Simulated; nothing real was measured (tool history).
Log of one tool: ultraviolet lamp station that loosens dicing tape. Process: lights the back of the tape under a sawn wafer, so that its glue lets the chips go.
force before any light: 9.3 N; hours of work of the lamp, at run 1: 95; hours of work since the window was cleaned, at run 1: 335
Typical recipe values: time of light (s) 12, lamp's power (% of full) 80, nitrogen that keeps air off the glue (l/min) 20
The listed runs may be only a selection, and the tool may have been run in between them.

run   hour  time of light (s)  lamp's power (% of full)  nitrogen that keeps air off the glue (l/min)  hours of work of the lamp  hours of work since the window was cleaned  force that peels the tape off (N)  light that reached the tape (mJ/cm²)
  1    0.0                 12                        80                                            20                         95                                         335                              1.052                                   242
  2    9.7                 12                        80                                            20                        101                                         341                              1.078                                   247
  3   20.8                 16                        80                                            20                        108                                         348                              0.643                                   325
  4   30.7                 12                        80                                            20                        114                                         354                              1.074                                   239
  5   40.3                 12                        80                                            20                        120                                         360                              1.106                                   242
  6   48.6                 12                        77                                            20                        125                                         365                              1.208                                   230
  7   55.3                  8                        77                                            20                        129                                         369                              2.251                                   150
  8   67.3                  8                        77                                            20                        137                                         376                              2.165                                   154
  9   78.5                 10                        80                                            20                        144                                         383                              1.557                                   201
 10   90.1                 10                        80                                            20                        151                                         391                              1.592                                   194
 11   97.4                  7                        80                                            20                        156                                         395                              2.612                                   139
      99.8  -- window cleaned of glue's vapour
 12  105.0                 12                        80                                            20                        160                                           3                              1.249                                   231
 13  115.9                 12                        80                                            20                        167                                          10                              1.198                                   233
 14  125.0                 12                        80                                            20                        172                                          16                              1.255                                   226
 15  137.2                 12                        80                                            20                        180                                          23                              1.195                                   224
 16  147.3                  8                        64                                            20                        186                                          30                              3.115                                   121
 17  157.0                 22                        79                                             9                        192                                          36                              0.760                                   405
     162.2  -- window cleaned of glue's vapour, once more
 18  170.3                 22                        79                                            21                        200                                           5                              0.369                                   442
 19  182.0                  8                        86                                            20                        208                                          12                              1.908                                   174
 20  194.8                 22                        79                                            29                        216                                          20                              0.325                                   430
 21  200.5                 22                        79                                            29                        219                                          24                              0.326                                   430
 22  209.4                 22                        79                                            29                        225                                          29                              0.334                                   427
 23  219.1                 19                        66                                             7                        231                                          35                              1.465                                   305
 24  227.4                 24                        79                                             7                        236                                          41                              0.696                                   462
 25  238.4                  9                        93                                            12                        243                                          47                              1.902                                   200
 26  244.1                  9                        93                                            22                        246                                          51                              1.406                                   204
 27  250.2                 12                        87                                            20                        250                                          55                              1.010                                   253
 28  257.4                 15                        79                                            20                        254                                          59                              0.774                                   287

Hidden state at the last listed run before each entry between runs and at the first one after, where it differs:
From run 11 to run 12: window cleaned of glue's vapour (hour 99.8)
  lamp's light, % of a new lamp's: 91.1 -> 90.9; light that the window lets through, % of a clean one's: 94.4 -> 92.8
  difference, measured minus the result without the unlogged condition, force that peels the tape off (N): +0.461 -> +0.339; light that reached the tape (mJ/cm²): -22 -> -43
From run 17 to run 18: window cleaned of glue's vapour, once more (hour 162.2)
  lamp's light, % of a new lamp's: 89.1 -> 88.7; light that the window lets through, % of a clean one's: 92.3 -> 99.5
  difference, measured minus the result without the unlogged condition, force that peels the tape off (N): +0.235 -> +0.052; light that reached the tape (mJ/cm²): -87 -> -58
